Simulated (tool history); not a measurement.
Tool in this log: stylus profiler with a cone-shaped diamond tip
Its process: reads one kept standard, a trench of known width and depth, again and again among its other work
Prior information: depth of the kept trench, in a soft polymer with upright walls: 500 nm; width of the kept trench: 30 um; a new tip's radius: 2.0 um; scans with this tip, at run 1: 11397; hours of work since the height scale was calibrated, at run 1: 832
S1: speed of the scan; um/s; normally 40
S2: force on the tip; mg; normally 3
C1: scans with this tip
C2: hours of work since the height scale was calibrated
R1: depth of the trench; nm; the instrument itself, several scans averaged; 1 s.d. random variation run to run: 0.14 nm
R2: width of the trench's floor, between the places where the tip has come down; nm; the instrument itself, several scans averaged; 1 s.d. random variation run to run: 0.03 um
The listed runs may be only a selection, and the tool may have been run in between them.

run    hour   S1    S2     C1    C2      R1     R2
  1       0   40     3  11397   832   505.3  25340
  2    23.3   40     3  11645   850  505.23  25280
  3    46.6   40     3  11892   868  505.27  25250
  4    72.8   40     3  12171   888  505.47  25250
  5   110.2  158     3  12568   917  505.51  24710
  6   151.3  158     3  13006   949  505.42  24680
  7   184.9   40     3  13363   975  505.39  25130
  8   223.1   40     3  13769  1005  505.52  25010
  9   257.7   53     3  14137  1032  505.53  24950
 10   296.8   53     3  14553  1062  505.65  24920
 11   320.5   53     3  14806  1081  505.64  24870
 12   353.7   53     3  15158  1106  505.86  24810
 13   376.9   40  2.77  15405  1124  505.83  24830
 14   412.2   40     3  15781  1152  505.81  24820
 15   456.2   40     3  16249  1186   506.1  24740
 16   474.4   40     3  16443  1200  505.74  24710
      479.7  -- new tip fitted, height scale calibrated
 17   507.5   40  2.39    296    22  503.62  27100
 18     547   40     3    716    52  504.24  27130
 19   573.5   40     3    998    73  504.15  26980
 20     600   12     3   1280    93  503.83  27070
 21   633.2   40     3   1632   119   504.3  26900
 22   653.1   40  1.28   1844   135  502.51  26750
 23   693.1   40  1.28   2270   166  502.75  26650
 24   737.1   40  1.28   2738   200  502.73  26600
 25   770.7   32     3   3095   226  504.37  26650
 26   800.3   32     3   3410   249  504.45  26560
 27   834.4   66     3   3772   275  504.66  26400
 28   866.2   56  8.24   4111   300  508.55  26440
 29   896.6  125  2.53   4434   324  504.04  25950
 30   934.9  104  3.97   4842   353   505.4  26080
 31   966.5  147   4.5   5178   378  505.75  25980
 32    1005   57  7.47   5588   408  508.26  26210
     1007.6  -- height scale calibrated on a step standard
 33    1031   55  8.28   5858    18  509.05  26150
 34  1060.2   63  1.15   6169    41  503.25  25880
 35  1099.1  131     1   6582    71  503.17  25260
 36  1119.5   51  2.01   6799    87   504.7  25890
 37  1161.4   22  1.74   7245   119  504.22  26020
 38  1188.6  110  1.25   7535   140  503.65  25390
 39  1212.5   62  4.07   7789   159  506.44  25710
     1236.2  -- height scale calibrated on a step standard, once more
 40  1239.6   62  4.07   8072     3  505.02  25730
 41    1276   36  4.07   8459    31  505.15  25780
 42  1294.5   45  1.06   8656    45  502.05  25530
 43  1319.9   45  1.06   8926    65   502.2  25510
 44  1352.9   18  1.04   9277    91  502.43  25670
 45  1395.1  115  7.04   9725   123  507.22  25420
 46  1431.4   19  1.15  10112   152  502.48  25580

How the hidden state differs across the entries between the runs, from the last listed run before each to the first after it:
Logged between run 16 and run 17: new tip fitted, height scale calibrated (hour 479.7)
  radius of the tip, um: 6.77 -> 2.02; height scale over the true one, %: 0.398 -> 0.029
  measured value less the no-hidden-state value, R1: +2 -> +0.15 nm; R2: -2460 -> -10 nm
Logged between run 32 and run 33: height scale calibrated on a step standard (hour 1007.6)
  radius of the tip, um: 3.59 -> 3.67; height scale over the true one, %: 0.151 -> 0.26
  measured value less the no-hidden-state value, R1: +0.77 -> +1.32 nm; R2: -1000 -> -1050 nm
Logged between run 39 and run 40: height scale calibrated on a step standard, once more (hour 1236.2)
  radius of the tip, um: 4.24 -> 4.31; height scale over the true one, %: 0.304 -> 0.027
  measured value less the no-hidden-state value, R1: +1.53 -> +0.13 nm; R2: -1350 -> -1390 nm
